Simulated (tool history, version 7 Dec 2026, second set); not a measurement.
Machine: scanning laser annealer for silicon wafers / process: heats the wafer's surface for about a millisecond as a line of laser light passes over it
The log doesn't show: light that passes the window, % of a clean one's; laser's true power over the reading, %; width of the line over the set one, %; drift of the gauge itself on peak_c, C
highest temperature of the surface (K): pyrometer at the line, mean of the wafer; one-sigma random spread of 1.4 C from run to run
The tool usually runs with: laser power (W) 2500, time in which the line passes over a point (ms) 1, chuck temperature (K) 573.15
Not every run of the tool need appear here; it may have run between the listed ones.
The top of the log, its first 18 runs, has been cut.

run    hour  laser power (W)  time in which the line passes over a point (ms)  chuck temperature (K)  hours of work since the window was cleaned  hours of work since the power meter was calibrated  hours of work since the optics were aligned  highest temperature of the surface (K)
        838  -- window over the wafer cleaned
 19   850.5             2500                                             0.79                 573.15                                           7                                                  52                                          157                                 1242.15
 20     916             2500                                             0.79                 573.15                                          42                                                  87                                          192                                 1241.15
 21   970.2             2244                                             0.89                 573.15                                          71                                                 117                                          221                                 1214.15
      993.4  -- laser's power meter calibrated, once more
 22  1026.3             2281                                                1                 573.15                                         100                                                  18                                          250                                 1248.15
 23  1056.4             2730                                                1                 573.15                                         116                                                  34                                          266                                 1378.15
 24    1098             2462                                             0.88                 607.15                                         138                                                  56                                          289                                 1285.15
 25    1126             2462                                             0.88                 607.15                                         153                                                  71                                          304                                 1289.15
 26  1165.1             2546                                             0.72                 607.15                                         174                                                  92                                          325                                 1241.15
 27  1196.5             2481                                                1                 573.15                                         191                                                 109                                          341                                 1303.15
 28  1226.3             2478                                             1.05                 550.15                                         207                                                 125                                          357                                 1298.15
 29    1274             2588                                             0.98                 573.15                                         233                                                 151                                          383                                 1328.15
 30  1306.7             2638                                              1.2                 609.15                                         250                                                 168                                          401                                 1460.15
 31  1347.4             2638                                              1.2                 609.15                                         272                                                 190                                          423                                 1458.15
 32  1397.4             2638                                              1.2                 600.15                                         299                                                 217                                          449                                 1447.15
 33  1431.1             2638                                              1.2                 600.15                                         317                                                 235                                          467                                 1447.15

Branching from run 33: 4 alternative next runs. What would each branch give?
  A  1464.6             2500                                             0.97                 573.15                                         335                                                 253                                          485                                       ?
  B  1464.6             2605                                             1.16                 544.15                                         335                                                 253                                          485                                       ?
  C  1464.6             2550                                              1.1                 569.15                                         335                                                 253                                          485                                       ?
  D  1464.6             2697                                             0.86                 572.15                                         335                                                 253                                          485                                       ?

run  highest temperature of the surface (K)
  A                                 1291.15
  B                                 1363.15
  C                                 1353.15
  D                                 1297.15
Without the tool's hidden state the same runs would have given:
run  highest temperature of the surface (K)
  A                                 1303.15
  B                                 1377.15
  C                                 1366.15
  D                                 1309.15
